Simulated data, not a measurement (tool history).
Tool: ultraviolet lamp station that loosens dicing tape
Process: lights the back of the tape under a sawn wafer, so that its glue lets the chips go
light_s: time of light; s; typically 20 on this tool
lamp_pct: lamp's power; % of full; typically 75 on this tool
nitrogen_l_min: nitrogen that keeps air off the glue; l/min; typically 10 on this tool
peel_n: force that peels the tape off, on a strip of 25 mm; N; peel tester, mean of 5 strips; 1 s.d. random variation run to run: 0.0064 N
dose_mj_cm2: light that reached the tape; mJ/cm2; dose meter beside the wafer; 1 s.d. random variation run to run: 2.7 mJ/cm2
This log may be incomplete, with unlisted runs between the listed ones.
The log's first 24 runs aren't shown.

| run | hour | light_s | lamp_pct | nitrogen_l_min | hours of work of the lamp | hours of work since the window was cleaned | peel_n | dose_mj_cm2 |
|---|---|---|---|---|---|---|---|---|
| 25 | 723.3 | 20 | 61 | 7 | 1250 | 238 | 0.742 | 207 |
| 26 | 762.4 | 20 | 61 | 7 | 1272 | 260 | 0.748 | 206 |
| 27 | 789.8 | 12 | 64 | 7 | 1287 | 275 | 1.347 | 129 |
| 28 | 814.1 | 20 | 76 | 16 | 1300 | 289 | 0.335 | 251 |
| 29 | 840.2 | 20 | 76 | 16 | 1315 | 303 | 0.350 | 246 |
| 30 | 876.8 | 12 | 90 | 10 | 1335 | 324 | 0.831 | 169 |
| 31 | 916.0 | 18 | 80 | 10 | 1357 | 346 | 0.493 | 232 |
| 32 | 955.9 | 18 | 80 | 10 | 1379 | 368 | 0.514 | 230 |
|  | 967.8 | window cleaned of glue's vapour |
| 33 | 990.8 | 20 | 75 | 13 | 1399 | 13 | 0.354 | 266 |
| 34 | 1009.7 | 11 | 91 | 13 | 1409 | 23 | 0.679 | 174 |
| 35 | 1043.0 | 30 | 91 | 17 | 1428 | 42 | 0.103 | 475 |

Below are 4 alternative next runs, each starting from the tool's condition after run 35. Predict each:
| A | 1077.8 | 25 | 77 | 10 | 1447 | 61 | ? | ? |
| B | 1077.8 | 20 | 85 | 10 | 1447 | 61 | ? | ? |
| C | 1077.8 | 30 | 91 | 18 | 1447 | 61 | ? | ? |
| D | 1077.8 | 11 | 75 | 10 | 1447 | 61 | ? | ? |

| run | peel_n | dose_mj_cm2 |
|---|---|---|
| A | 0.244 | 325 |
| B | 0.300 | 290 |
| C | 0.097 | 470 |
| D | 1.047 | 143 |
Take away the tool's hidden state, keep each run's random variation, and the runs would have read:
| run | peel_n | dose_mj_cm2 |
|---|---|---|
| A | 0.126 | 451 |
| B | 0.147 | 400 |
| C | 0.079 | 650 |
| D | 0.648 | 197 |

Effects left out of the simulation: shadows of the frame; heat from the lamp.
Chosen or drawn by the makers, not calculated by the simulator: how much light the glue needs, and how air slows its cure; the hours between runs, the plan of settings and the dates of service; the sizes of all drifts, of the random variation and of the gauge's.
